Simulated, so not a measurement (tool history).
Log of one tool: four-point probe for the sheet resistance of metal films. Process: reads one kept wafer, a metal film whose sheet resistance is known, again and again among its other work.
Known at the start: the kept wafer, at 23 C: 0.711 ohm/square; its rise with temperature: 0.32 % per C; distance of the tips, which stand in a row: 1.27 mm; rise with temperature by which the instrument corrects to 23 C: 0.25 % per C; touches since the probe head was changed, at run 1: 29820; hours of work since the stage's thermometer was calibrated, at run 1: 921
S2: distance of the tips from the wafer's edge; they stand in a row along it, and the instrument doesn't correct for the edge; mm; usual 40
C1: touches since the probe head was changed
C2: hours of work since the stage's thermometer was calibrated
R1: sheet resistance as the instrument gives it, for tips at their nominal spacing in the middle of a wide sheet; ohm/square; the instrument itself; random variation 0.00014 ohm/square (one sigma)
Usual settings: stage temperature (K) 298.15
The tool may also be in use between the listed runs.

Run 1, hour 0.0: usual settings; C1 29820; C2 921. Result: R1 0.715691 ohm/square.
Run 2, hour 24.3: usual settings; C1 30316; C2 931. Result: R1 0.715836 ohm/square.
Run 3, hour 58.4: usual settings but S2 66 mm; C1 31013; C2 946. Result: R1 0.716061 ohm/square.
Run 4, hour 82.9: usual settings; C1 31512; C2 957. Result: R1 0.716317 ohm/square.
Run 5, hour 118.8: usual settings; C1 32245; C2 973. Result: R1 0.716274 ohm/square.
Run 6, hour 154.6: usual settings; C1 32975; C2 988. Result: R1 0.716049 ohm/square.
Run 7, hour 171.7: usual settings; C1 33323; C2 996. Result: R1 0.716287 ohm/square.
Run 8, hour 199.5: usual settings but stage temperature (K) 293.15; C1 33890; C2 1008. Result: R1 0.714052 ohm/square.
Run 9, hour 224.8: usual settings but stage temperature (K) 293.15; C1 34407; C2 1019. Result: R1 0.713975 ohm/square.
Run 10, hour 258.4: usual settings; C1 35093; C2 1034. Result: R1 0.716570 ohm/square.
Run 11, hour 290.2: usual settings but S2 27 mm; C1 35741; C2 1047. Result: R1 0.716594 ohm/square.
Run 12, hour 323.8: usual settings but stage temperature (K) 297.15, S2 75 mm; C1 36427; C2 1062. Result: R1 0.715990 ohm/square.
Run 13, hour 355.6: usual settings but stage temperature (K) 294.15, S2 26 mm; C1 37077; C2 1076. Result: R1 0.715298 ohm/square.
Run 14, hour 384.1: usual settings but stage temperature (K) 294.15, S2 26 mm; C1 37657; C2 1088. Result: R1 0.715416 ohm/square.
Run 15, hour 419.4: usual settings but stage temperature (K) 299.15, S2 44 mm; C1 38377; C2 1104. Result: R1 0.717319 ohm/square.
Run 16, hour 436.7: usual settings but stage temperature (K) 305.15, S2 57 mm; C1 38730; C2 1111. Result: R1 0.719757 ohm/square.
Run 17, hour 457.4: usual settings but S2 13 mm; C1 39152; C2 1120. Result: R1 0.720201 ohm/square.
Run 18, hour 489.5: usual settings but stage temperature (K) 307.15, S2 3 mm; C1 39807; C2 1134. Result: R1 0.783697 ohm/square.
Run 19, hour 509.7: usual settings but stage temperature (K) 307.15, S2 71 mm; C1 40220; C2 1143. Result: R1 0.720970 ohm/square.
Run 20, hour 546.8: usual settings but stage temperature (K) 307.15, S2 71 mm; C1 40978; C2 1159. Result: R1 0.721043 ohm/square.
Run 21, hour 566.6: usual settings but stage temperature (K) 307.15, S2 71 mm; C1 41380; C2 1168. Result: R1 0.721127 ohm/square.
Run 22, hour 597.0: usual settings but stage temperature (K) 295.15, S2 3 mm; C1 42002; C2 1181. Result: R1 0.778147 ohm/square.

Measured less the same run without the tool's hidden state. The same run-to-run variation is in both; the gauge's scatter may not be:
The hidden state here: inner tips' distance over the nominal, %; tips' flats over new ones', %; wafer's true temperature over the reading, C; drift of the gauge itself on sheet_ohm, %.
run         R1
  1  +0.003578
  2  +0.003629
  3  +0.003708
  4  +0.003768
  5  +0.003840
  6  +0.003927
  7  +0.003972
  8  +0.004006
  9  +0.004067
 10  +0.004172
 11  +0.004245
 12  +0.004313
 13  +0.004374
 14  +0.004433
 15  +0.004542
 16  +0.004614
 17  +0.004638
 18  +0.005113
 19  +0.004791
 20  +0.004887
 21  +0.004932
 22  +0.005309
